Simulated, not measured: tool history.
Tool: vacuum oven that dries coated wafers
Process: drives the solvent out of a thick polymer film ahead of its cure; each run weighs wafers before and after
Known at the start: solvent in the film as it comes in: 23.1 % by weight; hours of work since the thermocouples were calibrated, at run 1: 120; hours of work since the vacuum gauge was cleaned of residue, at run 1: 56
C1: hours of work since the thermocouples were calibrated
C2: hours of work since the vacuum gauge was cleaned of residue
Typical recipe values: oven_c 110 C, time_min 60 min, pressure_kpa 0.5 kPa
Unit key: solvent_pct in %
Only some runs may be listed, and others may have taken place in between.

{"run": 1, "hour": 0.0, "oven_c": 110, "time_min": 60, "pressure_kpa": 0.5, "C1": 120, "C2": 56, "solvent_pct": 1.46}
{"run": 2, "hour": 43.3, "oven_c": 110, "time_min": 60, "pressure_kpa": 0.323, "C1": 147, "C2": 83, "solvent_pct": 1.55}
{"run": 3, "hour": 87.2, "oven_c": 110, "time_min": 60, "pressure_kpa": 0.5, "C1": 174, "C2": 110, "solvent_pct": 1.62}
{"run": 4, "hour": 140.4, "oven_c": 110, "time_min": 60, "pressure_kpa": 0.5, "C1": 207, "C2": 143, "solvent_pct": 1.62}
{"run": 5, "hour": 182.4, "oven_c": 110, "time_min": 60, "pressure_kpa": 0.5, "C1": 233, "C2": 169, "solvent_pct": 1.6}
{"run": 6, "hour": 237.0, "oven_c": 110, "time_min": 60, "pressure_kpa": 0.675, "C1": 266, "C2": 203, "solvent_pct": 1.8}
{"run": 7, "hour": 303.2, "oven_c": 110, "time_min": 60, "pressure_kpa": 0.675, "C1": 307, "C2": 244, "solvent_pct": 1.81}
{"run": 8, "hour": 343.6, "oven_c": 110, "time_min": 86, "pressure_kpa": 0.675, "C1": 332, "C2": 269, "solvent_pct": 0.92}
{"run": 9, "hour": 388.0, "oven_c": 110, "time_min": 86, "pressure_kpa": 0.675, "C1": 360, "C2": 296, "solvent_pct": 0.86}
{"run": 10, "hour": 436.8, "oven_c": 110, "time_min": 86, "pressure_kpa": 0.675, "C1": 390, "C2": 326, "solvent_pct": 1}
{"run": 11, "hour": 496.7, "oven_c": 110, "time_min": 32, "pressure_kpa": 0.5, "C1": 427, "C2": 363, "solvent_pct": 5.09}
{"run": 12, "hour": 546.9, "oven_c": 110, "time_min": 36, "pressure_kpa": 0.5, "C1": 458, "C2": 394, "solvent_pct": 4.21}
{"run": 13, "hour": 590.5, "oven_c": 110, "time_min": 36, "pressure_kpa": 0.5, "C1": 485, "C2": 421, "solvent_pct": 4.28}
{"run": 14, "hour": 628.8, "oven_c": 110, "time_min": 36, "pressure_kpa": 0.5, "C1": 509, "C2": 445, "solvent_pct": 4.26}
{"run": 15, "hour": 686.7, "oven_c": 110, "time_min": 60, "pressure_kpa": 0.368, "C1": 545, "C2": 481, "solvent_pct": 1.68}
{"run": 16, "hour": 736.9, "oven_c": 111, "time_min": 60, "pressure_kpa": 0.5, "C1": 576, "C2": 512, "solvent_pct": 1.62}
{"run": 17, "hour": 771.4, "oven_c": 111, "time_min": 60, "pressure_kpa": 0.5, "C1": 597, "C2": 533, "solvent_pct": 1.75}
{"run": 18, "hour": 800.4, "oven_c": 111, "time_min": 60, "pressure_kpa": 0.5, "C1": 615, "C2": 551, "solvent_pct": 1.67}
{"run": 19, "hour": 836.2, "oven_c": 111, "time_min": 60, "pressure_kpa": 1.55, "C1": 637, "C2": 573, "solvent_pct": 2.21}
{"run": 20, "hour": 889.7, "oven_c": 100, "time_min": 60, "pressure_kpa": 0.5, "C1": 670, "C2": 606, "solvent_pct": 5.31}
{"run": 21, "hour": 933.3, "oven_c": 100, "time_min": 60, "pressure_kpa": 0.5, "C1": 697, "C2": 633, "solvent_pct": 5.39}
{"run": 22, "hour": 979.7, "oven_c": 100, "time_min": 60, "pressure_kpa": 0.5, "C1": 726, "C2": 662, "solvent_pct": 5.31}
{"run": 23, "hour": 1007.2, "oven_c": 100, "time_min": 60, "pressure_kpa": 0.5, "C1": 743, "C2": 679, "solvent_pct": 5.22}
{"run": 24, "hour": 1060.7, "oven_c": 110, "time_min": 60, "pressure_kpa": 0.5, "C1": 776, "C2": 712, "solvent_pct": 1.84}
{"run": 25, "hour": 1104.8, "oven_c": 110, "time_min": 60, "pressure_kpa": 0.906, "C1": 803, "C2": 740, "solvent_pct": 2.2}
{"run": 26, "hour": 1168.8, "oven_c": 112, "time_min": 61, "pressure_kpa": 0.906, "C1": 843, "C2": 779, "solvent_pct": 1.64}
{"run": 27, "hour": 1211.4, "oven_c": 112, "time_min": 68, "pressure_kpa": 0.906, "C1": 869, "C2": 805, "solvent_pct": 1.45}
{"run": 28, "hour": 1239.9, "oven_c": 112, "time_min": 68, "pressure_kpa": 0.906, "C1": 887, "C2": 823, "solvent_pct": 1.41}
{"run": 29, "hour": 1289.4, "oven_c": 112, "time_min": 68, "pressure_kpa": 1.839, "C1": 917, "C2": 854, "solvent_pct": 1.88}
{"run": 30, "hour": 1341.0, "oven_c": 112, "time_min": 68, "pressure_kpa": 1.839, "C1": 949, "C2": 886, "solvent_pct": 1.9}
{"run": 31, "hour": 1371.3, "oven_c": 95, "time_min": 45, "pressure_kpa": 1.532, "C1": 968, "C2": 904, "solvent_pct": 10.35}
{"run": 32, "hour": 1427.8, "oven_c": 120, "time_min": 91, "pressure_kpa": 1.381, "C1": 1003, "C2": 939, "solvent_pct": 0.75}
{"run": 33, "hour": 1472.6, "oven_c": 110, "time_min": 59, "pressure_kpa": 0.5, "C1": 1031, "C2": 967, "solvent_pct": 2.16}
{"run": 34, "hour": 1518.9, "oven_c": 110, "time_min": 59, "pressure_kpa": 0.5, "C1": 1059, "C2": 996, "solvent_pct": 2.23}
{"run": 35, "hour": 1548.0, "oven_c": 110, "time_min": 59, "pressure_kpa": 0.5, "C1": 1077, "C2": 1014, "solvent_pct": 2.1}
{"run": 36, "hour": 1600.6, "oven_c": 112, "time_min": 35, "pressure_kpa": 1.067, "C1": 1110, "C2": 1046, "solvent_pct": 4.31}
{"run": 37, "hour": 1661.0, "oven_c": 110, "time_min": 60, "pressure_kpa": 1.808, "C1": 1147, "C2": 1084, "solvent_pct": 2.7}
{"run": 38, "hour": 1689.8, "oven_c": 110, "time_min": 33, "pressure_kpa": 0.658, "C1": 1165, "C2": 1101, "solvent_pct": 5.21}
{"run": 39, "hour": 1730.7, "oven_c": 110, "time_min": 60, "pressure_kpa": 0.946, "C1": 1190, "C2": 1127, "solvent_pct": 2.48}
{"run": 40, "hour": 1789.9, "oven_c": 110, "time_min": 60, "pressure_kpa": 0.946, "C1": 1227, "C2": 1163, "solvent_pct": 2.46}
{"run": 41, "hour": 1844.5, "oven_c": 115, "time_min": 102, "pressure_kpa": 0.632, "C1": 1261, "C2": 1197, "solvent_pct": 0.67}
{"run": 42, "hour": 1875.2, "oven_c": 112, "time_min": 102, "pressure_kpa": 0.632, "C1": 1280, "C2": 1216, "solvent_pct": 0.86}
{"run": 43, "hour": 1928.0, "oven_c": 125, "time_min": 43, "pressure_kpa": 1.741, "C1": 1312, "C2": 1249, "solvent_pct": 1.02}
{"run": 44, "hour": 1970.6, "oven_c": 125, "time_min": 43, "pressure_kpa": 1.741, "C1": 1339, "C2": 1275, "solvent_pct": 1.04}
{"run": 45, "hour": 2015.6, "oven_c": 97, "time_min": 37, "pressure_kpa": 0.296, "C1": 1367, "C2": 1303, "solvent_pct": 10.16}
{"run": 46, "hour": 2059.4, "oven_c": 99, "time_min": 37, "pressure_kpa": 1.53, "C1": 1394, "C2": 1330, "solvent_pct": 10.05}
{"run": 47, "hour": 2118.1, "oven_c": 97, "time_min": 37, "pressure_kpa": 0.862, "C1": 1430, "C2": 1366, "solvent_pct": 10.53}
{"run": 48, "hour": 2185.6, "oven_c": 106, "time_min": 68, "pressure_kpa": 0.5, "C1": 1472, "C2": 1408, "solvent_pct": 2.98}

Some steps in solvent_pct, run to run, broken into two amounts with sign: the step expected even without the hidden condition (settings, incoming material, random variation), and the rest, left for the hidden condition together with whatever gauge scatter is not in both the measured and the hidden-condition-free result:
Hidden conditions of the tool in this case: true wafer temperature over the reading, C; true pressure over the reading, kPa; drift of the gauge itself on solvent_pct, %.
Run 30 -> 31: oven_c 112 -> 95, time_min 68 -> 45, pressure_kpa 1.839 -> 1.532. solvent_pct +8.45 %: hidden state +0.42, all else +8.03.
Run 31 -> 32: oven_c 95 -> 120, time_min 45 -> 91, pressure_kpa 1.532 -> 1.381. solvent_pct -9.6 %: hidden state -0.62, all else -8.98.
Run 44 -> 45: oven_c 125 -> 97, time_min 43 -> 37, pressure_kpa 1.741 -> 0.296. solvent_pct +9.12 %: hidden state +0.75, all else +8.37.
